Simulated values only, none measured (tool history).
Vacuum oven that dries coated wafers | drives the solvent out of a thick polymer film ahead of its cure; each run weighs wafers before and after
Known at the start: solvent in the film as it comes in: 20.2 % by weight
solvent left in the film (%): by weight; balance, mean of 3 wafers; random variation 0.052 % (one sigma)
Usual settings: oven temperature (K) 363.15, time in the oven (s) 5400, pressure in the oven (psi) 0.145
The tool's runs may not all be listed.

run 1 hour=0.0 | oven_temperature_(K)=363.15 time_in_the_oven_(s)=5400 pressure_in_the_oven_(psi)=0.145 | solvent_left_in_the_film_(%)=1.62
run 2 hour=22.8 | oven_temperature_(K)=363.15 time_in_the_oven_(s)=5400 pressure_in_the_oven_(psi)=0.145 | solvent_left_in_the_film_(%)=1.51
run 3 hour=41.1 | oven_temperature_(K)=363.15 time_in_the_oven_(s)=5400 pressure_in_the_oven_(psi)=0.145 | solvent_left_in_the_film_(%)=1.48
run 4 hour=53.2 | oven_temperature_(K)=363.15 time_in_the_oven_(s)=5400 pressure_in_the_oven_(psi)=0.273 | solvent_left_in_the_film_(%)=2.05
run 5 hour=64.0 | oven_temperature_(K)=363.15 time_in_the_oven_(s)=5400 pressure_in_the_oven_(psi)=0.145 | solvent_left_in_the_film_(%)=1.53
run 6 hour=77.1 | oven_temperature_(K)=363.15 time_in_the_oven_(s)=5400 pressure_in_the_oven_(psi)=0.145 | solvent_left_in_the_film_(%)=1.56
run 7 hour=97.1 | oven_temperature_(K)=363.15 time_in_the_oven_(s)=5400 pressure_in_the_oven_(psi)=0.145 | solvent_left_in_the_film_(%)=1.66
run 8 hour=113.3 | oven_temperature_(K)=363.15 time_in_the_oven_(s)=5400 pressure_in_the_oven_(psi)=0.075 | solvent_left_in_the_film_(%)=1.46
run 9 hour=135.0 | oven_temperature_(K)=363.15 time_in_the_oven_(s)=5400 pressure_in_the_oven_(psi)=0.075 | solvent_left_in_the_film_(%)=1.39
run 10 hour=150.5 | oven_temperature_(K)=363.15 time_in_the_oven_(s)=5400 pressure_in_the_oven_(psi)=0.075 | solvent_left_in_the_film_(%)=1.39
run 11 hour=172.5 | oven_temperature_(K)=363.15 time_in_the_oven_(s)=5400 pressure_in_the_oven_(psi)=0.145 | solvent_left_in_the_film_(%)=1.63
run 12 hour=193.0 | oven_temperature_(K)=361.15 time_in_the_oven_(s)=4380 pressure_in_the_oven_(psi)=0.399 | solvent_left_in_the_film_(%)=3.91
run 13 hour=214.6 | oven_temperature_(K)=361.15 time_in_the_oven_(s)=5400 pressure_in_the_oven_(psi)=0.145 | solvent_left_in_the_film_(%)=2.16
run 14 hour=233.4 | oven_temperature_(K)=361.15 time_in_the_oven_(s)=9180 pressure_in_the_oven_(psi)=0.164 | solvent_left_in_the_film_(%)=1.06
run 15 hour=255.6 | oven_temperature_(K)=363.15 time_in_the_oven_(s)=5400 pressure_in_the_oven_(psi)=0.300 | solvent_left_in_the_film_(%)=2.31
run 16 hour=278.0 | oven_temperature_(K)=376.15 time_in_the_oven_(s)=5400 pressure_in_the_oven_(psi)=0.145 | solvent_left_in_the_film_(%)=0.33
run 17 hour=289.3 | oven_temperature_(K)=351.15 time_in_the_oven_(s)=5280 pressure_in_the_oven_(psi)=0.165 | solvent_left_in_the_film_(%)=6.30
run 18 hour=308.7 | oven_temperature_(K)=351.15 time_in_the_oven_(s)=5280 pressure_in_the_oven_(psi)=0.165 | solvent_left_in_the_film_(%)=6.43
run 19 hour=325.2 | oven_temperature_(K)=358.15 time_in_the_oven_(s)=5580 pressure_in_the_oven_(psi)=0.524 | solvent_left_in_the_film_(%)=4.56
run 20 hour=341.4 | oven_temperature_(K)=357.15 time_in_the_oven_(s)=5400 pressure_in_the_oven_(psi)=0.145 | solvent_left_in_the_film_(%)=3.47
run 21 hour=355.9 | oven_temperature_(K)=376.15 time_in_the_oven_(s)=5400 pressure_in_the_oven_(psi)=0.096 | solvent_left_in_the_film_(%)=0.23
run 22 hour=376.2 | oven_temperature_(K)=376.15 time_in_the_oven_(s)=5400 pressure_in_the_oven_(psi)=0.096 | solvent_left_in_the_film_(%)=0.28

Some steps in solvent left in the film (%) between neighbouring runs. How much of each would the tool show without its hidden state too (settings, what came in, random variation), and how much is left for the hidden state, with any gauge scatter that isn't in both results?
The hidden state here: true wafer temperature over the reading, C; true pressure over the reading, kPa; drift of the gauge itself on solvent_pct, %.
Run 16 -> 17: oven temperature (K) 376.15 -> 351.15, time in the oven (s) 5400 -> 5280, pressure in the oven (psi) 0.145 -> 0.165. solvent left in the film (%) +5.97: hidden state +0.45, all else +5.52.
Run 20 -> 21: oven temperature (K) 357.15 -> 376.15, pressure in the oven (psi) 0.145 -> 0.096. solvent left in the film (%) -3.24: hidden state -0.38, all else -2.86.
